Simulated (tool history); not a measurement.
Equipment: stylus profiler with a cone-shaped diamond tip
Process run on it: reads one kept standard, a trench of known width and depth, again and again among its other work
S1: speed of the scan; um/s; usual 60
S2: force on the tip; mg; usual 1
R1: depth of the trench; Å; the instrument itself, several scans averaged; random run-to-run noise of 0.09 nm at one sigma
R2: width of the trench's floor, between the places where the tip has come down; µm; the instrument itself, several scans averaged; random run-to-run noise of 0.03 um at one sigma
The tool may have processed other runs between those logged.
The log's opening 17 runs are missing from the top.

Run 18, day 64.738: usual settings but S1 41 um/s. Result: R1 2013.7 Å, R2 95.37 µm.
Run 19, day 67.225: usual settings but S1 61 um/s, S2 0.95 mg. Result: R1 2015.1 Å, R2 95.06 µm.
Run 20, day 70.638: usual settings but S1 61 um/s, S2 0.95 mg. Result: R1 2014.3 Å, R2 95.11 µm.
At day 75.183: new tip fitted, height scale calibrated.
Run 21, day 75.696: usual settings but S1 76 um/s, S2 0.52 mg. Result: R1 2007.8 Å, R2 96.28 µm.
Run 22, day 80.417: usual settings but S1 149 um/s, S2 0.52 mg. Result: R1 2008.6 Å, R2 95.29 µm.
Run 23, day 82.971: usual settings but S1 21 um/s, S2 0.74 mg. Result: R1 2009.2 Å, R2 96.84 µm.
Run 24, day 87.521: usual settings but S1 33 um/s. Result: R1 2011.5 Å, R2 96.68 µm.
Run 25, day 91.379: usual settings but S1 25 um/s, S2 0.68 mg. Result: R1 2010.9 Å, R2 96.67 µm.
Run 26, day 93.7: usual settings but S1 164 um/s, S2 1.86 mg. Result: R1 2019.1 Å, R2 95.82 µm.
Run 27, day 97.217: usual settings but S1 82 um/s, S2 0.4 mg. Result: R1 2009.1 Å, R2 95.72 µm.
Run 28, day 101.883: usual settings but S1 82 um/s, S2 0.4 mg. Result: R1 2010.2 Å, R2 95.6 µm.
Run 29, day 105.954: usual settings but S1 41 um/s, S2 1.38 mg. Result: R1 2017.4 Å, R2 96.37 µm.
Run 30, day 109.104: usual settings but S1 29 um/s, S2 1.38 mg. Result: R1 2016.3 Å, R2 96.38 µm.
Run 31, day 112.142: usual settings but S1 29 um/s, S2 1.38 mg. Result: R1 2018.5 Å, R2 96.35 µm.
Run 32, day 115.825: usual settings but S1 101 um/s, S2 1.91 mg. Result: R1 2021.3 Å, R2 95.9 µm.
Run 33, day 120.25: usual settings. Result: R1 2016.4 Å, R2 95.95 µm.
Run 34, day 124.771: usual settings but S1 25 um/s, S2 1.18 mg. Result: R1 2018 Å, R2 96.16 µm.
Run 35, day 128.054: usual settings but S1 25 um/s, S2 2.15 mg. Result: R1 2024.9 Å, R2 96.17 µm.

Here are 5 independent what-if runs from the current tool condition. What would each one return?
Run A, day 130.588: usual settings but S2 0.65 mg. Result: R1 ?, R2 ?.
Run B, day 130.588: usual settings but S1 36 um/s, S2 0.57 mg. Result: R1 ?, R2 ?.
Run C, day 130.588: usual settings but S1 17 um/s. Result: R1 ?, R2 ?.
Run D, day 130.588: usual settings but S1 67 um/s. Result: R1 ?, R2 ?.
Run E, day 130.588: usual settings but S1 32 um/s, S2 0.9 mg. Result: R1 ?, R2 ?.

run      R1     R2
  A  2015.8  95.68
  B  2014.7  95.89
  C  2017.3  96.17
  D  2018.1  95.72
  E  2018.3  95.98
Had the tool no hidden state, the same runs would have come out as:
run      R1     R2
  A  2009.2  96.59
  B  2008.1   96.8
  C  2010.7  97.09
  D  2011.5  96.63
  E  2011.7  96.89
